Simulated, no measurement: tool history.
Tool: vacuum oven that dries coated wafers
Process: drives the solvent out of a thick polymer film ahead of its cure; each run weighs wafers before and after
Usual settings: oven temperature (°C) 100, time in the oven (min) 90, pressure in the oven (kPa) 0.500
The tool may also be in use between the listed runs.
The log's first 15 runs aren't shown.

run	day	oven temperature (°C)	time in the oven (min)	pressure in the oven (kPa)	hours of work since the thermocouples were calibrated	hours of work since the vacuum gauge was cleaned of residue	solvent left in the film (%)
16	15.850	100	90	0.794	370	454	2.09
17	17.425	100	90	0.500	400	484	2.18
18	18.146	100	90	0.500	414	498	1.95
19	19.338	100	90	0.764	437	520	2.15
20	20.900	100	90	0.764	467	550	2.11
21	21.646	99	57	0.777	481	565	4.64
22	22.675	89	76	0.777	501	584	6.57
23	23.962	89	76	0.777	525	609	6.45
24	25.142	100	100	1.621	548	632	2.06
25	25.929	93	70	0.350	563	647	5.41
26	26.962	93	70	0.350	583	666	5.31
27	28.100	86	106	0.313	604	688	5.45
28	29.646	100	90	0.488	634	718	1.95
29	30.633	88	110	0.679	653	737	4.74
30	32.021	111	90	0.500	679	763	0.52
31	33.642	104	69	0.385	710	794	2.09
32	35.138	114	147	0.622	739	823	0.08
33	36.358	91	147	0.803	762	846	2.33
34	37.654	91	147	0.803	787	871	2.50
35	38.438	91	147	0.803	802	886	2.27

5 ways to go on from here, each from the tool as it stands after run 35. What would each give?
A	39.375	93	72	0.803	820	904	?
B	39.375	96	73	0.827	820	904	?
C	39.375	100	90	1.927	820	904	?
D	39.375	104	147	0.803	820	904	?
E	39.375	93	127	0.586	820	904	?

run	solvent left in the film (%)
A	5.51
B	4.19
C	2.51
D	0.41
E	2.42
Without the tool's hidden state the same runs would have given:
run	solvent left in the film (%)
A	5.47
B	4.15
C	2.48
D	0.40
E	2.39

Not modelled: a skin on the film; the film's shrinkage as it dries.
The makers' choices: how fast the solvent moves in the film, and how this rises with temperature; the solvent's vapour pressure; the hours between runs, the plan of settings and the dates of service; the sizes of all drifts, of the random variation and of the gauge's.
